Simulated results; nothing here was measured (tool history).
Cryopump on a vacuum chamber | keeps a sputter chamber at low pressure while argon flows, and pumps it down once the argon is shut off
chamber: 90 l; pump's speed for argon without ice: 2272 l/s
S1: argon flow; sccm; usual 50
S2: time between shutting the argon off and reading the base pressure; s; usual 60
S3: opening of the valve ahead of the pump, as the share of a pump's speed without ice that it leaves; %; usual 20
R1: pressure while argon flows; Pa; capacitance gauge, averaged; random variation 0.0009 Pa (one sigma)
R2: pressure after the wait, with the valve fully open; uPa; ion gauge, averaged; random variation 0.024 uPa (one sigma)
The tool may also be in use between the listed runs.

run     day  S1   S2  S3      R1    R2
  1   0.000  50   60  20  0.1931  1.71
  2   0.467  50   60  20  0.1921  1.73
  3   1.321  50   60  20  0.1915  1.72
  4   1.800  50   60  20  0.1932  1.77
  5   2.246  50   99  20  0.1933  1.41
  6   2.912  50   99  20  0.1918  1.44
  7   3.708  50   99  20  0.1921  1.48
  8   4.767  50   99  20  0.1915  1.50
  9   5.475  50   60  31  0.1274  1.76
 10   6.475  22   60  20  0.0852  1.82
 11   7.479  22   60  17  0.0990  1.80
 12   8.442  20   21  20  0.0774  3.35
 13   9.371  20   21  20  0.0766  3.15
 14  10.071  20   21  20  0.0785  3.16
 15  11.117  23   60  20  0.0895  1.76
 16  12.121  62  155  20  0.2402  1.39
 17  13.004  57   31  18  0.2455  2.60

The same runs without the tool's hidden state, with the same run-to-run variation:
The hidden state here: pump's speed, % of a pump's without ice; cold plate's temperature, K; leak into the chamber, uPa l/s; drift of the gauge itself on working_pa, %; drift of the gauge itself on base_upa, %.
run      R1    R2
  1  0.1871  0.87
  2  0.1860  0.90
  3  0.1853  0.89
  4  0.1869  0.93
  5  0.1868  0.58
  6  0.1853  0.58
  7  0.1853  0.60
  8  0.1845  0.62
  9  0.1202  0.89
 10  0.0820  0.92
 11  0.0957  0.90
 12  0.0742  2.41
 13  0.0734  2.24
 14  0.0752  2.26
 15  0.0856  0.84
 16  0.2294  0.42
 17  0.2353  1.63
